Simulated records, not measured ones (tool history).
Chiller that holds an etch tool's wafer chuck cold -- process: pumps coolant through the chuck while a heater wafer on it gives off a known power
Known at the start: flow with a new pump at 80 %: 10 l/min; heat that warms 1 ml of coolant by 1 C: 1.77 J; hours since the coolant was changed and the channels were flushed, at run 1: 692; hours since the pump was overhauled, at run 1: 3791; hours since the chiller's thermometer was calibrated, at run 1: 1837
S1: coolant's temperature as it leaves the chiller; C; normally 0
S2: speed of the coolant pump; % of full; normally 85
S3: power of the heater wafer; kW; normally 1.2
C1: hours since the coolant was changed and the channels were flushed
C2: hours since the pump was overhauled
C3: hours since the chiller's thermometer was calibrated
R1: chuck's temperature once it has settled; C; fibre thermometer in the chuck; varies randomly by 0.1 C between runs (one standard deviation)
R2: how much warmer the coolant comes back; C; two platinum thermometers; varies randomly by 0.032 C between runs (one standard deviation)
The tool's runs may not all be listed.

run	hour	S1	S2	S3	C1	C2	C3	R1	R2
1	0	0	85	1.2	692	3791	1837	12	3.8
2	65.7	0	84	1.2	758	3857	1902	12.1	3.89
3	114	0	67	1.2	806	3905	1951	15.2	5.06
4	213.2	0	85	1.2	906	4005	2050	12.1	3.81
5	262.3	0	85	0.673	955	4054	2099	6.7	2.17
6	337.4	0	85	1.2	1030	4129	2174	12	3.83
7	395.7	0	85	1.2	1088	4187	2232	11.8	3.84
8	464.2	0	85	0.851	1157	4256	2301	8.5	2.75
9	562.9	0	85	0.851	1255	4354	2400	8.6	2.76
10	633	0	85	1.2	1325	4424	2470	12.1	3.89
11	716.2	0	93	1.2	1409	4508	2553	11	3.51
12	772.6	0	93	1.2	1465	4564	2609	11	3.57
13	844.9	0	93	1.2	1537	4636	2682	11.2	3.56
14	886.8	-5	93	1.2	1579	4678	2724	6.2	3.57
15	970.5	0	85	0.778	1663	4762	2807	7.8	2.63
16	1011	0	85	0.778	1703	4802	2848	7.9	2.6
17	1089.3	1	89	0.748	1782	4881	2926	8.2	2.38
18	1158.2	-5	68	1.2	1851	4950	2995	9.9	5.07
19	1255.2	7	85	0.609	1948	5047	3092	13.1	2.1
20	1334.5	2	85	0.609	2027	5126	3171	8	2.05
21	1379.5	7	93	0.609	2072	5171	3216	12.7	1.84
22	1434.9	0	100	1.741	2127	5226	3272	15	4.77
23	1499.3	0	100	1.741	2192	5291	3336	14.9	4.82
24	1585.7	0	85	1.49	2278	5377	3422	15	4.97
# hour 1620.9: coolant pump overhauled
25	1652.1	0	85	0.645	2340	31	3484	6.4	2.23
26	1745.8	0	85	0.645	2433	125	3578	6.4	2.31
# hour 1828.9: chiller's thermometer calibrated
27	1844.3	-8	85	1.061	2531	222	15	2.8	3.6
28	1893.2	-8	83	1.2	2580	271	64	4.3	4.21
29	1976.3	-8	65	1.619	2663	354	147	13	7.16
30	2075.5	-8	78	1.619	2762	454	247	9.7	5.85
31	2171.5	-8	78	1.619	2858	550	343	9.5	5.92

Run by run, hidden condition taken away, random variation retained:
Unlogged tool condition in this case: heat passed by the chuck's channels, % of clean ones'; flow at a given pump speed, % of a new pump's; coolant's true temperature over the reading, C; drift of the gauge itself on chuck_c, C; drift of the gauge itself on warmer_back_c, C.
run	R2
1	3.79
2	3.88
3	5.04
4	3.78
5	2.13
6	3.79
7	3.79
8	2.69
9	2.69
10	3.81
11	3.42
12	3.47
13	3.45
14	3.45
15	2.5
16	2.47
17	2.24
18	4.92
19	1.94
20	1.88
21	1.67
22	4.58
23	4.63
24	4.76
25	2.02
26	2.1
27	3.37
28	3.98
29	6.91
30	5.59
31	5.65
For R1, the value without the hidden state is never more than 0.1 C from the measured value.
